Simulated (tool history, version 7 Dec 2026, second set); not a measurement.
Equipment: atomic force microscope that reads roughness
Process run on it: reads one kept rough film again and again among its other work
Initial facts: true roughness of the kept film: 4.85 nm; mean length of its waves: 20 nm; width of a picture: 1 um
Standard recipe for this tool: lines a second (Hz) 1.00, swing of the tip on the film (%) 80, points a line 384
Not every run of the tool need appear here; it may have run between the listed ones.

| run | hour | lines a second (Hz) | swing of the tip on the film (%) | points a line | roughness of the kept film (nm (root mean square)) |
|---|---|---|---|---|---|
| 1 | 0.0 | 1.00 | 80 | 384 | 2.201 |
| 2 | 34.6 | 1.00 | 80 | 355 | 1.998 |
| 3 | 81.0 | 1.00 | 61 | 384 | 1.892 |
|  | 85.3 | height scale calibrated on a step standard |
| 4 | 137.3 | 1.00 | 67 | 384 | 1.671 |
|  | 142.9 | new tip fitted |
| 5 | 205.8 | 1.00 | 80 | 384 | 2.475 |
| 6 | 238.1 | 2.53 | 58 | 938 | 2.363 |
| 7 | 309.7 | 2.53 | 58 | 938 | 1.977 |
|  | 342.3 | height scale calibrated on a step standard, once more |
| 8 | 374.8 | 1.00 | 80 | 279 | 1.632 |
|  | 380.5 | new tip fitted |
| 9 | 439.2 | 1.00 | 56 | 292 | 2.578 |
| 10 | 486.1 | 1.00 | 56 | 292 | 2.213 |

Consider 4 possible next runs. They are alternatives, not a sequence: every one starts from the tool as it was left by run 10. What does each give?
| A | 558.8 | 1.00 | 77 | 598 | ? |
| B | 558.8 | 1.00 | 69 | 504 | ? |
| C | 558.8 | 1.19 | 75 | 408 | ? |
| D | 558.8 | 1.91 | 80 | 743 | ? |

| run | roughness of the kept film (nm (root mean square)) |
|---|---|
| A | 1.845 |
| B | 1.902 |
| C | 1.851 |
| D | 1.750 |
With no hidden state in the tool, these same runs would have given:
| run | roughness of the kept film (nm (root mean square)) |
|---|---|
| A | 3.072 |
| B | 3.166 |
| C | 3.077 |
| D | 2.913 |
